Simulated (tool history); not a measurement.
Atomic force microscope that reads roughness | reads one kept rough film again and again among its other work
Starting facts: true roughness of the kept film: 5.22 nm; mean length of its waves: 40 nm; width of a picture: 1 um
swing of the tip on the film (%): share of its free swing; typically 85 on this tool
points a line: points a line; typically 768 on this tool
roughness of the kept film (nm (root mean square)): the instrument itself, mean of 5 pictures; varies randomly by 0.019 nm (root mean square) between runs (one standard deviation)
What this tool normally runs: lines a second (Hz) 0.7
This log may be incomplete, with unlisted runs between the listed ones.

| run | hour | lines a second (Hz) | swing of the tip on the film (%) | points a line | roughness of the kept film (nm (root mean square)) |
|---|---|---|---|---|---|
| 1 | 0 | 0.7 | 85 | 768 | 4.335 |
| 2 | 46.9 | 0.7 | 68 | 768 | 4.312 |
|  | 67.4 | new tip fitted |
| 3 | 97.1 | 0.7 | 68 | 750 | 4.742 |
| 4 | 155.4 | 0.7 | 68 | 750 | 4.595 |
| 5 | 198.4 | 0.7 | 68 | 750 | 4.512 |
|  | 265.1 | new tip fitted |
| 6 | 275.7 | 0.7 | 68 | 750 | 4.762 |
| 7 | 325.3 | 0.7 | 85 | 813 | 4.578 |
| 8 | 373 | 0.7 | 85 | 813 | 4.421 |
| 9 | 435.5 | 0.7 | 85 | 813 | 4.316 |
|  | 465.6 | new tip fitted |
| 10 | 503 | 0.7 | 85 | 813 | 4.601 |
| 11 | 540.4 | 0.7 | 85 | 768 | 4.532 |
| 12 | 582.1 | 0.7 | 85 | 768 | 4.432 |
| 13 | 645.9 | 0.7 | 85 | 768 | 4.25 |
|  | 665.7 | new tip fitted |
| 14 | 687.3 | 0.7 | 85 | 768 | 4.683 |
| 15 | 745.8 | 0.7 | 85 | 732 | 4.497 |
| 16 | 798.4 | 0.7 | 85 | 732 | 4.405 |
| 17 | 860.1 | 0.7 | 85 | 732 | 4.204 |
|  | 866.4 | new tip fitted |
| 18 | 943 | 0.7 | 85 | 768 | 4.503 |
| 19 | 1011.5 | 0.7 | 85 | 768 | 4.356 |
|  | 1065.7 | new tip fitted |
| 20 | 1075.3 | 0.541 | 85 | 768 | 4.747 |
| 21 | 1119.3 | 0.541 | 85 | 768 | 4.625 |
| 22 | 1155.8 | 0.7 | 85 | 1008 | 4.491 |
| 23 | 1227.5 | 0.7 | 85 | 1008 | 4.293 |
|  | 1261.8 | new tip fitted |
| 24 | 1274.1 | 0.7 | 85 | 768 | 4.712 |
| 25 | 1320.5 | 0.7 | 85 | 768 | 4.568 |
| 26 | 1371.7 | 0.62 | 85 | 768 | 4.468 |
| 27 | 1414.5 | 3.346 | 85 | 277 | 3.771 |
|  | 1459.7 | new tip fitted |
| 28 | 1473.7 | 3.097 | 58 | 374 | 4.685 |
| 29 | 1512 | 3.097 | 58 | 374 | 4.595 |
| 30 | 1579.4 | 0.629 | 85 | 768 | 4.426 |
|  | 1657.7 | new tip fitted |
| 31 | 1657.7 | 0.867 | 58 | 337 | 4.858 |
| 32 | 1742.9 | 2.796 | 58 | 517 | 4.522 |
| 33 | 1828.7 | 1.992 | 56 | 932 | 4.347 |
|  | 1859.3 | new tip fitted |
| 34 | 1905 | 1.291 | 59 | 776 | 4.716 |
| 35 | 1978.4 | 2.538 | 85 | 267 | 3.981 |
| 36 | 2025.6 | 1.637 | 85 | 267 | 4.081 |
|  | 2058.4 | new tip fitted |
| 37 | 2071.2 | 0.536 | 87 | 505 | 4.762 |
| 38 | 2135.3 | 0.595 | 74 | 768 | 4.65 |
| 39 | 2205.4 | 0.595 | 57 | 548 | 4.503 |
|  | 2254.2 | new tip fitted |
| 40 | 2254.2 | 0.595 | 57 | 548 | 4.925 |
| 41 | 2294 | 2.538 | 70 | 278 | 4.519 |
| 42 | 2370.8 | 2.538 | 70 | 278 | 4.262 |
| 43 | 2426.4 | 1.576 | 85 | 288 | 4.066 |
|  | 2454.1 | new tip fitted |
| 44 | 2502.1 | 1.576 | 85 | 288 | 4.373 |
| 45 | 2565.1 | 1.576 | 85 | 288 | 4.226 |
| 46 | 2600.7 | 1.933 | 86 | 768 | 4.067 |
|  | 2651.3 | new tip fitted |
| 47 | 2657.5 | 2.587 | 86 | 359 | 4.251 |
| 48 | 2692.4 | 0.578 | 89 | 266 | 4.612 |
| 49 | 2764.8 | 0.578 | 89 | 266 | 4.383 |
|  | 2846.5 | new tip fitted |
| 50 | 2846.5 | 3.107 | 82 | 725 | 4.304 |
| 51 | 2903.3 | 3.107 | 82 | 725 | 4.18 |

What if the next run were any one of these 3? Each begins from the tool's condition after run 51:
| A | 2974.8 | 3.107 | 82 | 978 | ? |
| B | 2974.8 | 1.225 | 63 | 331 | ? |
| C | 2974.8 | 3.107 | 82 | 777 | ? |

| run | roughness of the kept film (nm (root mean square)) |
|---|---|
| A | 4.001 |
| B | 4.536 |
| C | 4.001 |
Stripped of hidden state, with their random variation kept, the same runs would have yielded:
| run | roughness of the kept film (nm (root mean square)) |
|---|---|
| A | 4.25 |
| B | 4.818 |
| C | 4.251 |

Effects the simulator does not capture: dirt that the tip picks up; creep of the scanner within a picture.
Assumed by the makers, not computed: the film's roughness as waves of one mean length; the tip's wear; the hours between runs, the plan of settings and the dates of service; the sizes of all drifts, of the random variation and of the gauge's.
